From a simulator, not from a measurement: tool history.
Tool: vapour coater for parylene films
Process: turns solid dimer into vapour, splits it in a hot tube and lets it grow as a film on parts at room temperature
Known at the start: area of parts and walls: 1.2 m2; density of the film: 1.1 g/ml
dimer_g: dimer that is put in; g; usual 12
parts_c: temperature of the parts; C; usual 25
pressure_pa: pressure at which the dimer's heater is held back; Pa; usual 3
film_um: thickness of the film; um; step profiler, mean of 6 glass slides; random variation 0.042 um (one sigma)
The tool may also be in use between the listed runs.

run,hour,dimer_g,parts_c,pressure_pa,film_um
1,0,12,25,3,4.41
2,56.9,12,25,3,4.3
3,93.2,12,25,3,4.31
4,156.7,12,25,3,4.19
5,224.7,13,25,3,4.58
6,290.8,12,25,3,4.11
7,329.2,12,25,5.36,3.87
8,381,12,25,5.36,3.88
9,446.2,12,25,5.36,3.77
10,491.7,12,25,5.36,3.63
# hour 529.8: trap's valve overhauled
11,529.8,12,25,5.36,4.28
12,579.7,12,22,5.36,4.83
13,625.5,12,25,3,4.48
14,679,12,25,3,4.38
15,724.3,12,25,3,4.36
16,753.9,12,25,3,4.32
17,821.1,12,25,3,4.22
18,854.3,12,25,3,4.2
19,913.4,12,25,3,4.21
20,978.5,12,25,3,4.06
21,1023.5,12,25,3,4.03
22,1052.6,12,25,3,4.05
23,1105.8,12,25,3,3.99
24,1153.2,12,25,3,3.93
25,1181.9,13,25,2.02,4.34
26,1221.2,17,34,6.24,3.49
27,1288.2,17,34,6.24,3.43
# hour 1300.9: trap's valve overhauled
28,1337.3,17,34,6.24,3.92
29,1375.2,17,34,6.24,3.91
30,1429.5,17,34,6.24,3.82
31,1496,17,34,6.24,3.8
32,1544.1,17,34,6.24,3.81
33,1602.4,14,19,6.02,5.87
34,1638.4,19,25,11.27,5.73
35,1698.4,12,29,2.53,3.44
# hour 1726.2: table's thermometer calibrated
36,1738.7,12,29,2.53,3.53
37,1783.5,21,33,9.67,4.63
38,1821.6,21,25,8.38,6.56
39,1868.1,10,25,3,3.43
40,1900.7,12,20,8.7,4.48
41,1947.5,12,20,8.7,4.41
42,1977.2,12,20,8.7,4.46
43,2045,16,24,5.87,5.08
# hour 2073.6: trap's valve overhauled
44,2112.5,19,22,4.63,7.81
45,2174.9,20,35,3,4.89
46,2241.6,14,25,3.17,5.07
47,2298.2,14,25,3.17,4.98
48,2342.3,14,25,3.17,5.03

3 ways to go on from here, each from the tool as it stands after run 48. What would each give?
A,2374.2,19,25,3,?
B,2374.2,13,31,3.17,?
C,2374.2,14,25,5.1,?

run,film_um
A,6.69
B,3.57
C,4.71
Without the tool's hidden state the same runs would have given:
run,film_um
A,7.22
B,3.85
C,5.09
